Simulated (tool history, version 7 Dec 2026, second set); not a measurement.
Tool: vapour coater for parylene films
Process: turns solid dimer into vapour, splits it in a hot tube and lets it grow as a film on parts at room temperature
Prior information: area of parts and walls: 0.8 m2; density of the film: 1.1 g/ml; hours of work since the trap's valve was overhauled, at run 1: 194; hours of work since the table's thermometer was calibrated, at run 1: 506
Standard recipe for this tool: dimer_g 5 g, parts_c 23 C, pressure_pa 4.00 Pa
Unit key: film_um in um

run,hour,dimer_g,parts_c,pressure_pa,hours of work since the trap's valve was overhauled,hours of work since the table's thermometer was calibrated,film_um
1,0.0,5,23,4.00,194,506,3.34
2,35.8,5,25,4.00,212,524,2.99
3,81.2,5,25,4.00,235,547,3.00
4,111.0,5,23,4.05,250,562,3.26
5,146.4,7,23,4.00,268,580,4.58
6,179.5,5,23,3.30,285,597,3.29
7,206.6,5,23,3.30,299,611,3.26
8,256.7,5,26,4.00,324,636,2.76
9,310.6,5,18,4.00,352,664,3.99
10,348.7,5,23,7.73,371,683,2.94
11,397.4,5,23,7.73,396,708,2.93
12,424.0,5,23,7.73,410,722,2.92
13,470.4,2,23,7.73,433,745,1.19
14,514.8,2,23,7.73,456,768,1.16
15,550.7,5,23,3.34,474,786,3.13
# hour 572.9: trap's valve overhauled
16,585.0,5,23,3.34,6,801,3.59
17,625.7,5,23,3.34,27,822,3.61
18,678.8,5,23,3.34,54,849,3.62
19,722.8,5,23,3.34,76,872,3.61
20,751.5,5,23,3.34,91,886,3.55
21,806.6,5,29,3.34,119,914,2.65
22,845.7,2,23,4.00,139,934,1.38
23,890.9,2,23,4.00,162,957,1.35
# hour 894.7: table's thermometer calibrated
24,917.5,5,20,4.00,175,12,4.04
25,956.3,3,20,6.73,195,31,2.32
26,1007.2,5,17,5.58,220,57,4.46
# hour 1014.4: table's thermometer calibrated, once more
27,1049.3,2,20,9.99,241,18,1.34
28,1073.5,4,16,3.76,254,30,3.45
29,1119.0,4,16,3.76,277,53,3.42
30,1164.7,8,22,9.40,300,76,4.75
31,1197.0,5,20,6.22,317,93,3.36
32,1245.6,3,22,4.58,341,118,1.85
33,1279.2,3,22,4.58,358,135,1.90
34,1327.7,4,16,4.00,383,159,3.32
35,1377.9,4,16,4.00,409,185,3.30
36,1404.4,4,16,4.00,422,198,3.26
37,1435.2,3,31,3.57,438,214,1.26
38,1458.6,4,15,4.00,450,226,3.41
39,1496.9,4,15,4.00,469,246,3.44
# hour 1528.4: trap's valve overhauled
40,1553.5,4,21,5.20,13,272,2.89
41,1590.0,4,21,5.20,31,291,2.88
42,1636.7,3,23,2.46,55,315,2.17
43,1662.7,8,23,3.02,68,328,5.58
44,1714.3,8,23,3.02,95,354,5.56
45,1757.1,2,23,3.02,116,376,1.37
46,1786.7,5,23,7.84,131,391,3.13
47,1811.0,5,23,7.84,144,403,3.07
48,1839.8,7,21,11.24,158,418,4.44

Describe how what the log doesn't record of the tool's condition differs between the last listed run preceding each entry between runs and the first listed run following it.
In the gap between runs 15 and 16: trap's valve overhauled (hour 572.9)
  vapour lost through the trap's worn valve, %: 14.4 -> 0.6; true temperature of the parts over the reading, C: -1.19 -> -1.21
  measured less the result without the state, film_um: -0.33 -> +0.17 um
In the gap between runs 23 and 24: table's thermometer calibrated (hour 894.7)
  vapour lost through the trap's worn valve, %: 5.3 -> 5.7; true temperature of the parts over the reading, C: -1.39 -> -2.07
  measured less the result without the state, film_um: +0.01 -> +0.14 um
In the gap between runs 26 and 27: table's thermometer calibrated, once more (hour 1014.4)
  vapour lost through the trap's worn valve, %: 7.1 -> 7.7; true temperature of the parts over the reading, C: -2.13 -> -0.02
  measured less the result without the state, film_um: +0.11 -> -0.11 um
In the gap between runs 39 and 40: trap's valve overhauled (hour 1528.4)
  vapour lost through the trap's worn valve, %: 14.6 -> 0.7; true temperature of the parts over the reading, C: -0.28 -> -0.31
  measured less the result without the state, film_um: -0.54 -> +0.03 um
